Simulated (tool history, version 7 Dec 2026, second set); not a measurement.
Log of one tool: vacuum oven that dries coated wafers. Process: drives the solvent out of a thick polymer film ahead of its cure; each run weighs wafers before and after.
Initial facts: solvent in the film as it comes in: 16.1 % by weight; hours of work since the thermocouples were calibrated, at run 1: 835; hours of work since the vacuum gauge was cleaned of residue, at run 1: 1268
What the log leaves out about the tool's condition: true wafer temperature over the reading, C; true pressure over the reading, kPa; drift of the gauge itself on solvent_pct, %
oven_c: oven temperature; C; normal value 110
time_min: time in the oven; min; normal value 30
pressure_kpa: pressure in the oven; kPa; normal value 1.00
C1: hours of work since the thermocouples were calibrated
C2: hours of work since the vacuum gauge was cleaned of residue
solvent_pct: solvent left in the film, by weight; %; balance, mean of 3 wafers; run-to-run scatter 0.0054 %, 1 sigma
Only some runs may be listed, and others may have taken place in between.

Run 1, hour 0.0: usual settings; C1 835; C2 1268. Result: solvent_pct 0.968 %.
At hour 62.4: oven's thermocouples calibrated.
Run 2, hour 75.7: usual settings; C1 9; C2 1319. Result: solvent_pct 0.957 %.
Run 3, hour 136.6: usual settings; C1 52; C2 1361. Result: solvent_pct 0.949 %.
Run 4, hour 200.1: usual settings but oven_c 123 C; C1 96; C2 1405. Result: solvent_pct 0.261 %.
Run 5, hour 251.9: usual settings but oven_c 123 C; C1 132; C2 1442. Result: solvent_pct 0.251 %.
Run 6, hour 305.7: usual settings but oven_c 123 C; C1 169; C2 1479. Result: solvent_pct 0.244 %.
Run 7, hour 366.2: usual settings but oven_c 123 C; C1 211; C2 1521. Result: solvent_pct 0.245 %.
At hour 379.0: oven's thermocouples calibrated, once more.
Run 8, hour 417.6: usual settings but oven_c 123 C; C1 27; C2 1555. Result: solvent_pct 0.253 %.
Run 9, hour 479.4: usual settings but oven_c 123 C; C1 70; C2 1598. Result: solvent_pct 0.259 %.
Run 10, hour 526.9: usual settings but oven_c 123 C; C1 103; C2 1631. Result: solvent_pct 0.251 %.
Run 11, hour 587.1: usual settings but oven_c 116 C; C1 145; C2 1673. Result: solvent_pct 0.510 %.
Run 12, hour 660.7: usual settings but time_min 26 min; C1 196; C2 1724. Result: solvent_pct 1.280 %.
Run 13, hour 707.5: usual settings but oven_c 105 C, time_min 39 min, pressure_kpa 3.52 kPa; C1 228; C2 1757. Result: solvent_pct 1.530 %.
Run 14, hour 772.7: usual settings but oven_c 105 C, time_min 39 min, pressure_kpa 3.52 kPa; C1 274; C2 1802. Result: solvent_pct 1.517 %.
Run 15, hour 824.1: usual settings but oven_c 105 C, time_min 39 min, pressure_kpa 3.52 kPa; C1 310; C2 1838. Result: solvent_pct 1.522 %.
Run 16, hour 868.6: usual settings but oven_c 105 C, time_min 39 min, pressure_kpa 3.52 kPa; C1 341; C2 1869. Result: solvent_pct 1.522 %.
Run 17, hour 924.1: usual settings but oven_c 111 C, time_min 18 min, pressure_kpa 3.52 kPa; C1 379; C2 1908. Result: solvent_pct 2.725 %.
Run 18, hour 968.5: usual settings but time_min 29 min, pressure_kpa 1.87 kPa; C1 410; C2 1939. Result: solvent_pct 1.192 %.
Run 19, hour 1032.1: usual settings but time_min 29 min, pressure_kpa 1.87 kPa; C1 454; C2 1983. Result: solvent_pct 1.185 %.
Run 20, hour 1082.9: usual settings but time_min 29 min, pressure_kpa 1.87 kPa; C1 490; C2 2018. Result: solvent_pct 1.181 %.
Run 21, hour 1143.9: usual settings but time_min 29 min, pressure_kpa 1.87 kPa; C1 532; C2 2061. Result: solvent_pct 1.185 %.
Run 22, hour 1180.1: usual settings but time_min 29 min, pressure_kpa 1.87 kPa; C1 557; C2 2086. Result: solvent_pct 1.186 %.

The next listed run, before its measurement:
Run 23, hour 1250.1: usual settings but oven_c 105 C, time_min 48 min, pressure_kpa 1.02 kPa; C1 606; C2 2134. Result: solvent_pct ?.

For run 23 the tool returned solvent_pct 0.612 %.
Without the tool's hidden state the same run would have given solvent_pct 0.568 %.
